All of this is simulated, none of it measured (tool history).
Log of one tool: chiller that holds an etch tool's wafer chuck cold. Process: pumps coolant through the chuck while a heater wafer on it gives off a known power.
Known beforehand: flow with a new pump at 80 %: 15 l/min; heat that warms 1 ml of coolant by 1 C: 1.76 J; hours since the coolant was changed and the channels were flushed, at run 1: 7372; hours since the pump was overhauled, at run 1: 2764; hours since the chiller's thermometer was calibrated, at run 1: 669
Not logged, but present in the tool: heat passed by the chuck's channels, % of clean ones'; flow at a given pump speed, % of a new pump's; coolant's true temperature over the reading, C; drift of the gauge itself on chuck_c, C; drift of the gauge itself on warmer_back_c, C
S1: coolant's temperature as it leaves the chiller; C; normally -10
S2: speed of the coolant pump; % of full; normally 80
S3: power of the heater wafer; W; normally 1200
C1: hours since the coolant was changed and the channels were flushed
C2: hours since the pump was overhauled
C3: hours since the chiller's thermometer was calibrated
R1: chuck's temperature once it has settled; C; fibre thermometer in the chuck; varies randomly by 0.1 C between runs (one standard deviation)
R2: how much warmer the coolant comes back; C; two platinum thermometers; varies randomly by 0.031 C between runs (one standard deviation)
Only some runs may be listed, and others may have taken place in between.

{"run": 1, "hour": 0.0, "S1": -10, "S2": 80, "S3": 1200, "C1": 7372, "C2": 2764, "C3": 669, "R1": 4.5, "R2": 2.79}
{"run": 2, "hour": 66.9, "S1": -10, "S2": 80, "S3": 1200, "C1": 7439, "C2": 2831, "C3": 736, "R1": 4.4, "R2": 2.78}
{"run": 3, "hour": 186.8, "S1": -10, "S2": 80, "S3": 1200, "C1": 7559, "C2": 2951, "C3": 856, "R1": 4.7, "R2": 2.76}
{"run": 4, "hour": 272.2, "S1": -10, "S2": 86, "S3": 1200, "C1": 7644, "C2": 3037, "C3": 942, "R1": 4, "R2": 2.62}
{"run": 5, "hour": 322.6, "S1": -10, "S2": 86, "S3": 1200, "C1": 7695, "C2": 3087, "C3": 992, "R1": 3.9, "R2": 2.63}
{"run": 6, "hour": 410.2, "S1": -10, "S2": 86, "S3": 1200, "C1": 7782, "C2": 3175, "C3": 1080, "R1": 3.8, "R2": 2.56}
{"run": 7, "hour": 503.8, "S1": -10, "S2": 86, "S3": 1200, "C1": 7876, "C2": 3268, "C3": 1173, "R1": 4, "R2": 2.63}
{"run": 8, "hour": 573.8, "S1": -10, "S2": 86, "S3": 1200, "C1": 7946, "C2": 3338, "C3": 1243, "R1": 4, "R2": 2.61}
{"run": 9, "hour": 676.4, "S1": -10, "S2": 63, "S3": 1200, "C1": 8048, "C2": 3441, "C3": 1346, "R1": 6.9, "R2": 3.58}
{"run": 10, "hour": 756.8, "S1": -10, "S2": 80, "S3": 1200, "C1": 8129, "C2": 3521, "C3": 1426, "R1": 4.5, "R2": 2.81}
{"run": 11, "hour": 849.2, "S1": -10, "S2": 80, "S3": 1200, "C1": 8221, "C2": 3613, "C3": 1519, "R1": 4.7, "R2": 2.8}
{"run": 12, "hour": 970.7, "S1": -10, "S2": 80, "S3": 1200, "C1": 8343, "C2": 3735, "C3": 1640, "R1": 4.8, "R2": 2.9}
{"hour": 987.2, "done": "coolant pump overhauled"}
{"run": 13, "hour": 1064.2, "S1": -10, "S2": 80, "S3": 1200, "C1": 8431, "C2": 77, "C3": 1729, "R1": 5, "R2": 2.88}
{"run": 14, "hour": 1121.5, "S1": -10, "S2": 80, "S3": 727, "C1": 8489, "C2": 134, "C3": 1786, "R1": -1.1, "R2": 1.73}
{"hour": 1202.0, "done": "coolant pump overhauled, once more"}
{"run": 15, "hour": 1240.8, "S1": -10, "S2": 80, "S3": 727, "C1": 8603, "C2": 39, "C3": 1900, "R1": -1.4, "R2": 1.62}
{"run": 16, "hour": 1306.7, "S1": -10, "S2": 80, "S3": 727, "C1": 8669, "C2": 105, "C3": 1966, "R1": -1.5, "R2": 1.63}
{"run": 17, "hour": 1422.0, "S1": -10, "S2": 80, "S3": 727, "C1": 8784, "C2": 220, "C3": 2081, "R1": -1.2, "R2": 1.63}
{"run": 18, "hour": 1494.4, "S1": -10, "S2": 80, "S3": 691, "C1": 8856, "C2": 292, "C3": 2154, "R1": -1.6, "R2": 1.55}
{"run": 19, "hour": 1552.7, "S1": -10, "S2": 69, "S3": 661, "C1": 8915, "C2": 351, "C3": 2212, "R1": -1.3, "R2": 1.71}
{"hour": 1560.7, "done": "chiller's thermometer calibrated"}
{"run": 20, "hour": 1664.8, "S1": -10, "S2": 69, "S3": 661, "C1": 9026, "C2": 462, "C3": 104, "R1": -1.3, "R2": 1.73}
{"run": 21, "hour": 1750.8, "S1": -6, "S2": 63, "S3": 652, "C1": 9112, "C2": 548, "C3": 190, "R1": 2.9, "R2": 1.9}
{"run": 22, "hour": 1851.3, "S1": -6, "S2": 91, "S3": 1200, "C1": 9212, "C2": 648, "C3": 291, "R1": 7.5, "R2": 2.44}
{"hour": 1926.2, "done": "coolant changed, channels flushed"}
{"run": 23, "hour": 1957.4, "S1": -6, "S2": 91, "S3": 1200, "C1": 31, "C2": 748, "C3": 391, "R1": 5.6, "R2": 2.38}
{"run": 24, "hour": 2017.6, "S1": -1, "S2": 89, "S3": 744, "C1": 91, "C2": 809, "C3": 451, "R1": 6.4, "R2": 1.52}
{"run": 25, "hour": 2070.8, "S1": -1, "S2": 89, "S3": 744, "C1": 145, "C2": 862, "C3": 504, "R1": 6.6, "R2": 1.54}
{"run": 26, "hour": 2126.3, "S1": -18, "S2": 87, "S3": 872, "C1": 200, "C2": 917, "C3": 560, "R1": -9.2, "R2": 1.85}
{"run": 27, "hour": 2177.3, "S1": -5, "S2": 83, "S3": 724, "C1": 251, "C2": 968, "C3": 611, "R1": 2.5, "R2": 1.55}
{"run": 28, "hour": 2230.8, "S1": -6, "S2": 80, "S3": 1200, "C1": 305, "C2": 1022, "C3": 664, "R1": 7, "R2": 2.73}

Predict each of these 3 candidate next runs independently; none follows another, all start after run 28:
{"run": "A", "hour": 2331.8, "S1": -1, "S2": 80, "S3": 1200, "C1": 406, "C2": 1123, "C3": 765, "R1": "?", "R2": "?"}
{"run": "B", "hour": 2331.8, "S1": -19, "S2": 80, "S3": 1200, "C1": 406, "C2": 1123, "C3": 765, "R1": "?", "R2": "?"}
{"run": "C", "hour": 2331.8, "S1": -6, "S2": 80, "S3": 1686, "C1": 406, "C2": 1123, "C3": 765, "R1": "?", "R2": "?"}

run=A R1=11.7 R2=2.75
run=B R1=-6.2 R2=2.71
run=C R1=11.9 R2=3.88
Without the tool's unlogged condition, the same runs would have read:
run=A R1=11.5 R2=2.74
run=B R1=-6.4 R2=2.7
run=C R1=11.6 R2=3.86
